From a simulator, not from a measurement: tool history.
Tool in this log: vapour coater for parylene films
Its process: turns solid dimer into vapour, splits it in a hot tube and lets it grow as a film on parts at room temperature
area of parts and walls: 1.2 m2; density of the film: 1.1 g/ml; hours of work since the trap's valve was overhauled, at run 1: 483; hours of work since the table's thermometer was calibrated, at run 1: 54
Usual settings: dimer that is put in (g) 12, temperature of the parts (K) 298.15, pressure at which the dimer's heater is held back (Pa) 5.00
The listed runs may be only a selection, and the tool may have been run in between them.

run,day,dimer that is put in (g),temperature of the parts (K),pressure at which the dimer's heater is held back (Pa),hours of work since the trap's valve was overhauled,hours of work since the table's thermometer was calibrated,thickness of the film (µm)
1,0.000,12,298.15,5.00,483,54,4.162
2,0.679,12,298.15,5.00,490,61,4.183
3,1.679,12,298.15,5.00,500,71,4.170
4,2.542,12,298.15,5.00,509,80,4.172
5,3.696,12,298.15,2.81,521,92,4.617
6,4.308,12,293.15,2.81,527,98,5.188
# day 5.242: trap's valve overhauled
7,5.571,12,293.15,2.81,3,109,5.224
8,6.396,12,298.15,10.53,12,118,3.677
9,7.275,12,298.15,2.24,21,127,4.827
10,8.100,12,298.15,2.24,29,135,4.809
11,9.033,12,303.15,2.24,39,145,4.288
12,10.104,12,303.15,2.24,50,156,4.298
13,10.908,12,298.15,5.00,58,164,4.177
14,11.854,12,298.15,5.00,68,174,4.183
15,12.717,12,298.15,5.00,77,183,4.167
16,13.850,12,291.15,5.00,89,195,4.928
17,14.504,18,291.15,3.27,95,201,7.978
18,15.112,8,297.15,2.36,102,208,3.242
19,16.254,8,297.15,2.36,113,219,3.258
20,17.008,7,297.15,2.36,121,227,2.844
21,17.608,10,310.15,2.88,127,233,2.906
22,18.783,18,294.15,2.18,140,245,7.966
23,19.921,18,294.15,2.18,151,257,7.982
24,20.667,18,293.15,3.48,159,265,7.513
25,21.508,13,309.15,11.28,168,274,3.019
26,22.650,13,309.15,11.28,179,285,3.043
27,23.262,18,293.15,4.85,186,292,7.054
28,24.275,17,293.15,3.41,196,302,7.136
29,25.204,7,292.15,4.82,206,312,2.817
30,25.933,8,298.15,7.91,213,319,2.570
31,26.479,22,298.15,5.00,219,325,7.659
32,27.000,22,298.15,5.00,224,330,7.666

Some steps in thickness of the film (µm) between neighbouring runs. How much of each would the tool show without its hidden state too (settings, what came in, random variation), and how much is left for the hidden state, with any gauge scatter that isn't in both results?
Hidden conditions of the tool in this case: vapour lost through the trap's worn valve, %; true temperature of the parts over the reading, C; drift of the gauge itself on film_um, %.
Run 5 -> 6: temperature of the parts (K) 298.15 -> 293.15. thickness of the film (µm) +0.571: hidden state -0.002, all else +0.573.
Run 6 -> 7: trap's valve overhauled. thickness of the film (µm) +0.036: hidden state +0.012, all else +0.024.
Run 17 -> 18: dimer that is put in (g) 18 -> 8, temperature of the parts (K) 291.15 -> 297.15, pressure at which the dimer's heater is held back (Pa) 3.27 -> 2.36. thickness of the film (µm) -4.736: hidden state +0.001, all else -4.737.
Run 21 -> 22: dimer that is put in (g) 10 -> 18, temperature of the parts (K) 310.15 -> 294.15, pressure at which the dimer's heater is held back (Pa) 2.88 -> 2.18. thickness of the film (µm) +5.060: hidden state -0.001, all else +5.061.
Run 28 -> 29: dimer that is put in (g) 17 -> 7, temperature of the parts (K) 293.15 -> 292.15, pressure at which the dimer's heater is held back (Pa) 3.41 -> 4.82. thickness of the film (µm) -4.319: hidden state +0.002, all else -4.321.
Run 30 -> 31: dimer that is put in (g) 8 -> 22, pressure at which the dimer's heater is held back (Pa) 7.91 -> 5.00. thickness of the film (µm) +5.089: hidden state -0.002, all else +5.091.
